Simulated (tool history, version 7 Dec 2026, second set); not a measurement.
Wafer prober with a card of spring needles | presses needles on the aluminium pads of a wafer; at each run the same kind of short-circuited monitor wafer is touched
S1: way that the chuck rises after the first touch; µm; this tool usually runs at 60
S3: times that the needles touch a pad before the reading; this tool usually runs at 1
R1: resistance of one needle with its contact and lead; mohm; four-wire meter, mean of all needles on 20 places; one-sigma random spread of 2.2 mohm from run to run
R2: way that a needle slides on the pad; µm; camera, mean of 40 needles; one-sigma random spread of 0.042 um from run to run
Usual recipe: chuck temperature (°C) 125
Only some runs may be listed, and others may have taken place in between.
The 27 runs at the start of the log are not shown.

At hour 216.9: tips cleaned on abrasive film.
Run 28, hour 221.2: usual settings but S1 47 µm, chuck temperature (°C) 48. Result: R1 231 mohm, R2 11.46 µm.
Run 29, hour 227.0: usual settings but S1 44 µm, chuck temperature (°C) 26. Result: R1 229 mohm, R2 10.74 µm.
Run 30, hour 233.4: usual settings but chuck temperature (°C) 76, S3 2. Result: R1 232 mohm, R2 14.68 µm.
At hour 235.0: gauge calibrated.
At hour 241.3: tips cleaned on abrasive film.
Run 31, hour 242.9: usual settings but chuck temperature (°C) 76, S3 2. Result: R1 236 mohm, R2 14.49 µm.
Run 32, hour 252.4: usual settings but S1 52 µm, chuck temperature (°C) 76, S3 2. Result: R1 236 mohm, R2 12.57 µm.
Run 33, hour 261.6: usual settings but S1 52 µm, chuck temperature (°C) 76, S3 2. Result: R1 240 mohm, R2 12.60 µm.
At hour 266.2: tips cleaned on abrasive film.
Run 34, hour 272.2: usual settings but S1 47 µm, chuck temperature (°C) 76, S3 2. Result: R1 238 mohm, R2 11.37 µm.
Run 35, hour 281.8: usual settings but S1 71 µm, chuck temperature (°C) 76, S3 2. Result: R1 230 mohm, R2 17.08 µm.

What if the next run were any one of these 3? Each begins from the tool's condition after run 35:
Run A, hour 288.8: usual settings but S1 62 µm, chuck temperature (°C) 49. Result: R1 ?, R2 ?.
Run B, hour 288.8: usual settings but S3 2. Result: R1 ?, R2 ?.
Run C, hour 288.8: usual settings but S1 71 µm, chuck temperature (°C) 95, S3 2. Result: R1 ?, R2 ?.

run   R1     R2
  A  227  15.06
  B  250  14.60
  C  235  17.20
Take away the tool's hidden state, keep each run's random variation, and the runs would have read:
run   R1     R2
  A  226  15.02
  B  250  14.56
  C  234  17.15

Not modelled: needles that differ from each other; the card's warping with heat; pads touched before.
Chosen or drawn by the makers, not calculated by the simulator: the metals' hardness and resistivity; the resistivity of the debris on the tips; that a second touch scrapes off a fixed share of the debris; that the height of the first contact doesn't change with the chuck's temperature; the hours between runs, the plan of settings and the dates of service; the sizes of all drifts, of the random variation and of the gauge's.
